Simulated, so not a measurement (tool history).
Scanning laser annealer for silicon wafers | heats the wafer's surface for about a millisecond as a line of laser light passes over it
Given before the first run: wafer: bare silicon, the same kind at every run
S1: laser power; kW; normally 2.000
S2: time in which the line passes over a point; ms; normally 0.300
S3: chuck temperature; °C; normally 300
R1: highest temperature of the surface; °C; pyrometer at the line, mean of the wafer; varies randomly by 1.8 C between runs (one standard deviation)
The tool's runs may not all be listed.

run 1 hour=0.0 | S1=2.000 S2=0.300 S3=300 | R1=996
run 2 hour=14.3 | S1=2.000 S2=0.223 S3=300 | R1=884
run 3 hour=21.4 | S1=2.000 S2=0.223 S3=300 | R1=883
run 4 hour=30.6 | S1=2.000 S2=0.223 S3=300 | R1=888
run 5 hour=39.4 | S1=2.070 S2=0.300 S3=300 | R1=1022
run 6 hour=48.5 | S1=2.070 S2=0.300 S3=326 | R1=1045
run 7 hour=57.9 | S1=1.793 S2=0.300 S3=300 | R1=904
run 8 hour=72.1 | S1=1.793 S2=0.300 S3=300 | R1=907
run 9 hour=80.2 | S1=1.793 S2=0.300 S3=262 | R1=868
run 10 hour=88.4 | S1=1.793 S2=0.300 S3=262 | R1=867
run 11 hour=99.0 | S1=1.793 S2=0.300 S3=262 | R1=864
run 12 hour=112.7 | S1=1.793 S2=0.300 S3=262 | R1=864
run 13 hour=121.0 | S1=1.793 S2=0.300 S3=262 | R1=865
run 14 hour=133.7 | S1=1.793 S2=0.300 S3=262 | R1=861
run 15 hour=146.0 | S1=1.793 S2=0.300 S3=262 | R1=863
run 16 hour=153.3 | S1=2.000 S2=0.300 S3=300 | R1=985
run 17 hour=163.1 | S1=2.000 S2=0.300 S3=300 | R1=986
run 18 hour=174.0 | S1=2.000 S2=0.300 S3=300 | R1=986
run 19 hour=180.2 | S1=2.000 S2=0.300 S3=300 | R1=986
-- hour=183.5 window over the wafer cleaned
run 20 hour=192.8 | S1=2.000 S2=0.300 S3=300 | R1=970
run 21 hour=201.2 | S1=2.000 S2=0.300 S3=300 | R1=967
run 22 hour=209.1 | S1=2.000 S2=0.350 S3=300 | R1=1028
run 23 hour=217.6 | S1=2.023 S2=0.298 S3=315 | R1=990
run 24 hour=230.5 | S1=2.023 S2=0.298 S3=315 | R1=987
run 25 hour=239.1 | S1=2.023 S2=0.298 S3=315 | R1=987
run 26 hour=249.0 | S1=2.000 S2=0.300 S3=298 | R1=963
run 27 hour=258.5 | S1=2.000 S2=0.300 S3=298 | R1=963
-- hour=264.2 window over the wafer cleaned, once more
run 28 hour=267.7 | S1=1.966 S2=0.272 S3=283 | R1=956
run 29 hour=280.7 | S1=2.000 S2=0.369 S3=300 | R1=1116
run 30 hour=287.1 | S1=2.000 S2=0.372 S3=316 | R1=1131
run 31 hour=296.9 | S1=2.177 S2=0.373 S3=300 | R1=1210
run 32 hour=307.9 | S1=2.177 S2=0.373 S3=300 | R1=1215
run 33 hour=317.9 | S1=2.177 S2=0.373 S3=300 | R1=1210
run 34 hour=330.5 | S1=1.857 S2=0.357 S3=310 | R1=1039
run 35 hour=344.0 | S1=2.000 S2=0.300 S3=287 | R1=1008
run 36 hour=357.2 | S1=1.952 S2=0.322 S3=313 | R1=1045
run 37 hour=370.7 | S1=2.000 S2=0.252 S3=300 | R1=954
run 38 hour=381.5 | S1=1.925 S2=0.340 S3=300 | R1=1042
run 39 hour=390.3 | S1=1.887 S2=0.340 S3=300 | R1=1018
run 40 hour=404.5 | S1=1.976 S2=0.340 S3=270 | R1=1033
run 41 hour=416.9 | S1=2.050 S2=0.212 S3=304 | R1=913
run 42 hour=425.8 | S1=2.050 S2=0.212 S3=304 | R1=911

Below, some changes in R1 between adjacent runs. For each, the amount present without the hidden state too (settings, incoming material, random variation) and the amount remaining for the hidden state with gauge scatter not shared by both compared results:
Unlogged tool condition in this case: light that passes the window, % of a clean one's; laser's true power over the reading, %; width of the line over the set one, %; drift of the gauge itself on peak_c, C.
Run 4 -> 5: S1 2.000 -> 2.070, S2 0.223 -> 0.300. R1 +134 °C: hidden state -8, all else +142.
Run 6 -> 7: S1 2.070 -> 1.793, S3 326 -> 300. R1 -141 °C: hidden state +6, all else -147.
Run 19 -> 20: window over the wafer cleaned. R1 -16 °C: hidden state -19, all else +3.
Run 27 -> 28: S1 2.000 -> 1.966, S2 0.300 -> 0.272, S3 298 -> 283, window over the wafer cleaned, once more. R1 -7 °C: hidden state +62, all else -69.
Run 28 -> 29: S1 1.966 -> 2.000, S2 0.272 -> 0.369, S3 283 -> 300. R1 +160 °C: hidden state -3, all else +163.
Run 33 -> 34: S1 2.177 -> 1.857, S2 0.373 -> 0.357, S3 300 -> 310. R1 -171 °C: hidden state +2, all else -173.

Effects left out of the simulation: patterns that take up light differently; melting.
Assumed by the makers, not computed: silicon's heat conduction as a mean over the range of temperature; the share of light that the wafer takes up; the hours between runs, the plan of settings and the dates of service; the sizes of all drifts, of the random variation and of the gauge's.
